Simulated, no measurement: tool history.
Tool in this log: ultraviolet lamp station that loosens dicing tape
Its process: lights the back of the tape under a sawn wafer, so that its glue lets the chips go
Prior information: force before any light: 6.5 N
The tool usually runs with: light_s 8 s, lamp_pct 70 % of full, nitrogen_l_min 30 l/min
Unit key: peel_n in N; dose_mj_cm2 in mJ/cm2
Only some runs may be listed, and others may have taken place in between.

{"run": 1, "day": 0.0, "light_s": 8, "lamp_pct": 70, "nitrogen_l_min": 30, "peel_n": 0.72, "dose_mj_cm2": 410}
{"run": 2, "day": 0.417, "light_s": 8, "lamp_pct": 70, "nitrogen_l_min": 30, "peel_n": 0.701, "dose_mj_cm2": 403}
{"run": 3, "day": 0.875, "light_s": 8, "lamp_pct": 70, "nitrogen_l_min": 45, "peel_n": 0.536, "dose_mj_cm2": 399}
{"run": 4, "day": 1.208, "light_s": 8, "lamp_pct": 70, "nitrogen_l_min": 45, "peel_n": 0.55, "dose_mj_cm2": 403}
{"run": 5, "day": 1.633, "light_s": 8, "lamp_pct": 70, "nitrogen_l_min": 45, "peel_n": 0.55, "dose_mj_cm2": 404}
{"run": 6, "day": 1.896, "light_s": 8, "lamp_pct": 70, "nitrogen_l_min": 45, "peel_n": 0.56, "dose_mj_cm2": 400}
{"run": 7, "day": 2.196, "light_s": 8, "lamp_pct": 70, "nitrogen_l_min": 30, "peel_n": 0.757, "dose_mj_cm2": 401}
{"run": 8, "day": 2.717, "light_s": 8, "lamp_pct": 70, "nitrogen_l_min": 23, "peel_n": 0.893, "dose_mj_cm2": 402}
{"day": 2.783, "done": "window cleaned of glue's vapour"}
{"run": 9, "day": 3.267, "light_s": 8, "lamp_pct": 70, "nitrogen_l_min": 23, "peel_n": 0.954, "dose_mj_cm2": 385}
{"run": 10, "day": 3.625, "light_s": 8, "lamp_pct": 70, "nitrogen_l_min": 23, "peel_n": 0.942, "dose_mj_cm2": 392}
{"run": 11, "day": 4.079, "light_s": 8, "lamp_pct": 70, "nitrogen_l_min": 23, "peel_n": 0.943, "dose_mj_cm2": 387}
{"run": 12, "day": 4.608, "light_s": 6, "lamp_pct": 92, "nitrogen_l_min": 30, "peel_n": 0.806, "dose_mj_cm2": 381}
{"run": 13, "day": 5.121, "light_s": 13, "lamp_pct": 70, "nitrogen_l_min": 49, "peel_n": 0.228, "dose_mj_cm2": 621}
{"day": 5.467, "done": "window cleaned of glue's vapour, once more"}
{"run": 14, "day": 5.488, "light_s": 13, "lamp_pct": 70, "nitrogen_l_min": 49, "peel_n": 0.205, "dose_mj_cm2": 661}
{"run": 15, "day": 5.938, "light_s": 16, "lamp_pct": 65, "nitrogen_l_min": 14, "peel_n": 0.41, "dose_mj_cm2": 754}
{"run": 16, "day": 6.371, "light_s": 16, "lamp_pct": 63, "nitrogen_l_min": 49, "peel_n": 0.199, "dose_mj_cm2": 733}
{"run": 17, "day": 6.804, "light_s": 8, "lamp_pct": 91, "nitrogen_l_min": 30, "peel_n": 0.41, "dose_mj_cm2": 529}
{"run": 18, "day": 7.208, "light_s": 8, "lamp_pct": 73, "nitrogen_l_min": 30, "peel_n": 0.661, "dose_mj_cm2": 422}
{"run": 19, "day": 7.667, "light_s": 8, "lamp_pct": 73, "nitrogen_l_min": 30, "peel_n": 0.664, "dose_mj_cm2": 421}
{"run": 20, "day": 8.05, "light_s": 8, "lamp_pct": 73, "nitrogen_l_min": 43, "peel_n": 0.511, "dose_mj_cm2": 419}
{"run": 21, "day": 8.375, "light_s": 5, "lamp_pct": 73, "nitrogen_l_min": 43, "peel_n": 1.223, "dose_mj_cm2": 260}
{"run": 22, "day": 8.758, "light_s": 12, "lamp_pct": 92, "nitrogen_l_min": 35, "peel_n": 0.197, "dose_mj_cm2": 783}

Alternative continuations, all from the tool just after run 22; predict every row:
{"run": "A", "day": 9.221, "light_s": 13, "lamp_pct": 74, "nitrogen_l_min": 58, "peel_n": "?", "dose_mj_cm2": "?"}
{"run": "B", "day": 9.221, "light_s": 8, "lamp_pct": 81, "nitrogen_l_min": 58, "peel_n": "?", "dose_mj_cm2": "?"}
{"run": "C", "day": 9.221, "light_s": 10, "lamp_pct": 73, "nitrogen_l_min": 19, "peel_n": "?", "dose_mj_cm2": "?"}
{"run": "D", "day": 9.221, "light_s": 7, "lamp_pct": 98, "nitrogen_l_min": 40, "peel_n": "?", "dose_mj_cm2": "?"}

run=A peel_n=0.192 dose_mj_cm2=685
run=B peel_n=0.346 dose_mj_cm2=461
run=C peel_n=0.613 dose_mj_cm2=515
run=D peel_n=0.397 dose_mj_cm2=487
What these runs would have given with no unlogged condition in the tool:
run=A peel_n=0.185 dose_mj_cm2=716
run=B peel_n=0.318 dose_mj_cm2=482
run=C peel_n=0.561 dose_mj_cm2=539
run=D peel_n=0.363 dose_mj_cm2=510
